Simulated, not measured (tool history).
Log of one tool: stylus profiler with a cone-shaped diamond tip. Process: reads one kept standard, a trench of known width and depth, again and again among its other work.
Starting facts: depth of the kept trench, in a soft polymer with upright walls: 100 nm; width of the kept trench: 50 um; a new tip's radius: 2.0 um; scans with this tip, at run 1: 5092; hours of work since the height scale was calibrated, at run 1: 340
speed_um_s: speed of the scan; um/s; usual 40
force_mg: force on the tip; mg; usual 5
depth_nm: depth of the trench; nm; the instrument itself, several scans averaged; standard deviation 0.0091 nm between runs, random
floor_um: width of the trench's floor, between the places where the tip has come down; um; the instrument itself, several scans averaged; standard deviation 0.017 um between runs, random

run	day	speed_um_s	force_mg	scans with this tip	hours of work since the height scale was calibrated	depth_nm	floor_um
1	0	40	5	5092	340	101.56	48.6
2	0.471	40	5	5212	348	101.571	48.63
3	1.054	40	5	5360	358	101.574	48.62
4	1.596	40	5	5499	367	101.559	48.63
5	1.954	40	2.35	5590	373	100.947	48.54
6	2.371	40	2.35	5696	381	100.945	48.55
7	2.708	40	2.35	5782	386	100.942	48.58
8	3.088	40	5	5879	393	101.574	48.62
9	3.438	40	5	5968	399	101.56	48.61
10	4.088	40	14.6	6133	410	103.21	48.7
11	4.846	40	10.98	6327	423	102.641	48.69
12	5.638	40	10.98	6529	436	102.637	48.67
13	6.383	40	1.95	6719	449	100.83	48.54
14	6.954	17	7.3	6865	459	102.018	48.7
15	7.638	11	5	7040	470	101.564	48.73
16	8.038	37	9.44	7141	477	102.387	48.65
17	8.604	37	9.44	7285	487	102.41	48.67
18	9.046	46	6.96	7398	494	101.969	48.62
19	9.562	39	4.47	7530	503	101.455	48.61
20	10.267	105	5.75	7710	515	101.731	48.46
21	10.971	48	2.18	7888	527	100.895	48.5
22	11.425	14	1.95	8005	535	100.846	48.66
23	11.946	40	11.84	8138	544	102.792	48.64
24	12.638	40	9.71	8314	555	102.435	48.62
25	13.242	144	2.01	8468	566	100.865	47.98
26	13.971	112	8.35	8654	578	102.203	48.46

5 ways to go on from here, each from the tool as it stands after run 26. What would each give?
A	14.742	43	5	8851	591	?	?
B	14.742	110	9.54	8851	591	?	?
C	14.742	41	2.67	8851	591	?	?
D	14.742	63	13.54	8851	591	?	?
E	14.742	133	5	8851	591	?	?

run	depth_nm	floor_um
A	101.564	48.61
B	102.429	48.51
C	101.044	48.55
D	103.04	48.59
E	101.568	48.33
Without the tool's hidden state the same runs would have given:
run	depth_nm	floor_um
A	101.561	48.62
B	102.426	48.52
C	101.041	48.56
D	103.037	48.6
E	101.564	48.34
